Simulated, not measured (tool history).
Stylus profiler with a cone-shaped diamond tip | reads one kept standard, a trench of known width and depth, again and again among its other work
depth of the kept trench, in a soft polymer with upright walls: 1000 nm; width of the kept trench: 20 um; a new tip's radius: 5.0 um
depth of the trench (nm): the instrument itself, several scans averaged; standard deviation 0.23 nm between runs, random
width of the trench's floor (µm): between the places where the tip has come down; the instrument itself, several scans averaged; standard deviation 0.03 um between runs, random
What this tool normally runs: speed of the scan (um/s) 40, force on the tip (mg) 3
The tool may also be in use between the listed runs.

run	hour	speed of the scan (um/s)	force on the tip (mg)	depth of the trench (nm)	width of the trench's floor (µm)
1	0	40	3	1009.66	13.73
2	27.3	40	1.18	1004.65	13.64
3	53.2	40	1.18	1004.25	13.6
4	81.3	40	1.18	1004.3	13.61
5	96.8	40	2.34	1007.55	13.64
6	123.6	40	3	1009.22	13.65
7	145.8	160	8.39	1019.8	13.38
# hour 147.8: height scale calibrated on a step standard
8	169.7	19	4.65	1012.78	13.84
9	183.5	19	4.65	1012.28	13.86
10	214.9	40	1.85	1005.47	13.56
11	241.2	25	5	1012.93	13.77
# hour 249.9: height scale calibrated on a step standard, once more
12	269.3	25	2.95	1011.05	13.75

4 options for the next run, each taken on its own from the tool as it stands now. Forecast them:
A	284.1	50	2.72	?	?
B	284.1	13	6.49	?	?
C	284.1	49	1.31	?	?
D	284.1	18	3	?	?

run	depth of the trench (nm)	width of the trench's floor (µm)
A	1010.06	13.58
B	1018.14	13.82
C	1006.14	13.48
D	1011.17	13.76
Without the tool's unlogged condition, the same runs would have read:
run	depth of the trench (nm)	width of the trench's floor (µm)
A	1009.83	13.71
B	1017.91	13.96
C	1005.91	13.61
D	1010.94	13.89
